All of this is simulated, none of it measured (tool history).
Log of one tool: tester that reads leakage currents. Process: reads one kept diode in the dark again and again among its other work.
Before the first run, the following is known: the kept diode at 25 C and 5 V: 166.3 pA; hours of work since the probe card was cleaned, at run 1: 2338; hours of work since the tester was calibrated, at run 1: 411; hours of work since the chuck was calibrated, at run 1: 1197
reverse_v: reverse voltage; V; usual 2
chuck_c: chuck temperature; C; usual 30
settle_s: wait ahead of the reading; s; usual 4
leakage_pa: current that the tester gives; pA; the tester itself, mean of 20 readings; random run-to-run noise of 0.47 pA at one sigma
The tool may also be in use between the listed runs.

| run | hour | reverse_v | chuck_c | settle_s | hours of work since the probe card was cleaned | hours of work since the tester was calibrated | hours of work since the chuck was calibrated | leakage_pa |
|---|---|---|---|---|---|---|---|---|
| 1 | 0 | 2 | 30 | 4 | 2338 | 411 | 1197 | 157.26 |
| 2 | 33.2 | 2 | 30 | 4 | 2358 | 432 | 1218 | 156.55 |
| 3 | 60.7 | 9.37 | 30 | 4 | 2376 | 449 | 1235 | 371.98 |
| 4 | 84.2 | 9.37 | 56 | 4 | 2390 | 464 | 1250 | 3148.36 |
| 5 | 116.8 | 2 | 30 | 4 | 2411 | 484 | 1270 | 156.6 |
| 6 | 133.1 | 2 | 30 | 4 | 2421 | 494 | 1280 | 156.9 |
| 7 | 152.9 | 3.28 | 30 | 4 | 2433 | 507 | 1293 | 206.26 |
| 8 | 174 | 11.72 | 30 | 4 | 2447 | 520 | 1306 | 422.59 |
| 9 | 209.6 | 11.72 | 30 | 4 | 2469 | 542 | 1328 | 422.49 |
| 10 | 225.1 | 11.72 | 30 | 4 | 2479 | 552 | 1338 | 422.04 |
| 11 | 241.6 | 11.72 | 30 | 4 | 2489 | 562 | 1348 | 423.15 |
| 12 | 268.6 | 5.16 | 30 | 4 | 2506 | 579 | 1365 | 264.12 |
| 13 | 293.1 | 2 | 54 | 4 | 2521 | 595 | 1381 | 1142.55 |
| 14 | 320.1 | 2 | 54 | 4 | 2538 | 611 | 1398 | 1143.03 |
| 15 | 348 | 2 | 54 | 4 | 2556 | 629 | 1415 | 1139.37 |
| 16 | 383.6 | 2 | 30 | 4 | 2578 | 651 | 1438 | 157.25 |
| 17 | 409.8 | 2 | 30 | 4 | 2595 | 668 | 1454 | 157.19 |
| 18 | 432.1 | 2 | 30 | 3.9 | 2608 | 682 | 1468 | 156.56 |
| 19 | 453.5 | 2 | 30 | 8.09 | 2622 | 695 | 1481 | 156.11 |
| 20 | 470.1 | 2 | 30 | 8.09 | 2632 | 706 | 1492 | 156.55 |
| 21 | 494.9 | 2 | 30 | 4 | 2648 | 721 | 1507 | 156.86 |
| 22 | 527.1 | 2 | 24 | 1.05 | 2668 | 741 | 1528 | 90.66 |
| 23 | 556.5 | 2 | 24 | 1.05 | 2686 | 760 | 1546 | 90.8 |
| 24 | 591.7 | 2 | 31 | 5.74 | 2709 | 782 | 1568 | 171.49 |
| 25 | 617.1 | 2 | 31 | 5.74 | 2725 | 798 | 1584 | 170.77 |
| 26 | 647.3 | 6.03 | 38 | 5.74 | 2743 | 817 | 1603 | 584.51 |
|  | 662.3 | chuck's temperature calibrated |
| 27 | 675 | 1.36 | 24 | 6.13 | 2760 | 833 | 8 | 72.82 |
| 28 | 696.6 | 1.36 | 24 | 6.13 | 2773 | 846 | 22 | 73.22 |
| 29 | 721.7 | 1.36 | 24 | 6.13 | 2789 | 862 | 37 | 73.03 |
| 30 | 747.4 | 6.64 | 20 | 6.13 | 2805 | 878 | 53 | 122 |
| 31 | 780 | 10.13 | 21 | 3.61 | 2825 | 899 | 74 | 169.95 |
| 32 | 811.9 | 10.13 | 21 | 3.61 | 2845 | 919 | 94 | 169.63 |
| 33 | 826.4 | 10.13 | 21 | 3.61 | 2855 | 928 | 103 | 171.09 |
| 34 | 859.6 | 2 | 22 | 4.26 | 2875 | 949 | 124 | 75.52 |
| 35 | 880.5 | 2.01 | 38 | 7.98 | 2888 | 962 | 137 | 315.04 |
| 36 | 909.2 | 2.01 | 38 | 7.98 | 2906 | 980 | 155 | 314.55 |
| 37 | 929.8 | 1.92 | 25 | 7.04 | 2919 | 993 | 168 | 97.36 |
| 38 | 949.7 | 2.64 | 56 | 4 | 2932 | 1005 | 180 | 1558.18 |
| 39 | 982.3 | 2.64 | 25 | 4.63 | 2952 | 1026 | 201 | 116.82 |
| 40 | 1000.5 | 2.64 | 25 | 4.63 | 2964 | 1037 | 212 | 116.42 |
| 41 | 1034.1 | 2.51 | 30 | 4 | 2985 | 1058 | 233 | 178.31 |

Forecast each of these 3 alternatives for the next run:
| A | 1063.5 | 1.85 | 40 | 0.81 | 3003 | 1076 | 252 | ? |
| B | 1063.5 | 7.21 | 30 | 4 | 3003 | 1076 | 252 | ? |
| C | 1063.5 | 2.51 | 30 | 0.52 | 3003 | 1076 | 252 | ? |

| run | leakage_pa |
|---|---|
| A | 357.39 |
| B | 322.44 |
| C | 178.25 |
Stripped of hidden state, with their random variation kept, the same runs would have yielded:
| run | leakage_pa |
|---|---|
| A | 357.39 |
| B | 322.33 |
| C | 178.23 |
